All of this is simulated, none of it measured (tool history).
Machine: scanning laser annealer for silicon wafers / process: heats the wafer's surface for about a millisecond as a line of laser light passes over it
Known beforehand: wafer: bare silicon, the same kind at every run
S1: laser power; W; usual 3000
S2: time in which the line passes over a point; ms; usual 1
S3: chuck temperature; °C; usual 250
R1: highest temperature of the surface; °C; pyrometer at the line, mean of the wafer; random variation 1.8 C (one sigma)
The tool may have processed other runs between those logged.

| run | day | S1 | S2 | S3 | R1 |
|---|---|---|---|---|---|
| 1 | 0 | 3000 | 1 | 250 | 1029 |
| 2 | 0.3 | 3000 | 1 | 250 | 1028 |
| 3 | 0.754 | 3000 | 1 | 250 | 1028 |
| 4 | 1.121 | 3000 | 1 | 250 | 1026 |
| 5 | 1.408 | 3000 | 1 | 250 | 1029 |
| 6 | 1.767 | 3000 | 1 | 250 | 1025 |
|  | 2.104 | window over the wafer cleaned |
| 7 | 2.521 | 2632 | 1 | 250 | 938 |
| 8 | 3.033 | 2632 | 1 | 250 | 936 |
| 9 | 3.462 | 2632 | 1 | 250 | 933 |
| 10 | 3.796 | 3000 | 1 | 250 | 1064 |
| 11 | 4.271 | 3000 | 1 | 250 | 1061 |
| 12 | 4.758 | 3000 | 1 | 238 | 1053 |
| 13 | 5.325 | 3000 | 1 | 238 | 1047 |
| 14 | 5.854 | 3000 | 0.8 | 250 | 990 |
| 15 | 6.517 | 3000 | 0.8 | 250 | 987 |
| 16 | 7.046 | 3000 | 1.22 | 250 | 1131 |
| 17 | 7.721 | 2881 | 1 | 250 | 1012 |
| 18 | 8.262 | 2881 | 1 | 250 | 1018 |
| 19 | 8.562 | 2881 | 1 | 250 | 1015 |
| 20 | 9.179 | 3000 | 1 | 250 | 1057 |
| 21 | 9.462 | 3000 | 1 | 250 | 1056 |
| 22 | 10.133 | 3051 | 0.86 | 250 | 1022 |
| 23 | 10.821 | 2625 | 1.05 | 270 | 960 |
| 24 | 11.392 | 2625 | 1.05 | 270 | 960 |
| 25 | 11.883 | 3000 | 0.98 | 247 | 1044 |
|  | 12.054 | laser's power meter calibrated |
| 26 | 12.367 | 3000 | 0.98 | 247 | 1044 |
| 27 | 13.012 | 3000 | 1.22 | 247 | 1118 |
| 28 | 13.55 | 3000 | 1.22 | 247 | 1123 |
| 29 | 14.092 | 2585 | 0.95 | 211 | 856 |
| 30 | 14.404 | 2585 | 0.95 | 211 | 854 |
|  | 15.012 | laser's power meter calibrated, once more |
| 31 | 15.142 | 2585 | 0.95 | 211 | 849 |
| 32 | 15.692 | 2585 | 0.82 | 284 | 885 |
| 33 | 16.125 | 3128 | 0.82 | 262 | 1037 |
| 34 | 16.529 | 2739 | 0.83 | 250 | 903 |
| 35 | 16.954 | 2739 | 0.83 | 250 | 899 |
| 36 | 17.517 | 3285 | 0.83 | 250 | 1077 |
| 37 | 18.021 | 2772 | 1 | 250 | 965 |
| 38 | 18.621 | 3000 | 0.75 | 250 | 952 |
| 39 | 19.154 | 3000 | 0.71 | 250 | 935 |
| 40 | 19.542 | 2770 | 0.91 | 279 | 963 |

Consider 4 possible next runs. They are alternatives, not a sequence: every one starts from the tool as it was left by run 40. What does each give?
| A | 20.046 | 2716 | 0.91 | 279 | ? |
| B | 20.046 | 2770 | 0.93 | 256 | ? |
| C | 20.046 | 2597 | 1.07 | 265 | ? |
| D | 20.046 | 3045 | 0.91 | 279 | ? |

| run | R1 |
|---|---|
| A | 946 |
| B | 946 |
| C | 939 |
| D | 1052 |
Without the tool's unlogged condition, the same runs would have read:
| run | R1 |
|---|---|
| A | 976 |
| B | 978 |
| C | 970 |
| D | 1088 |
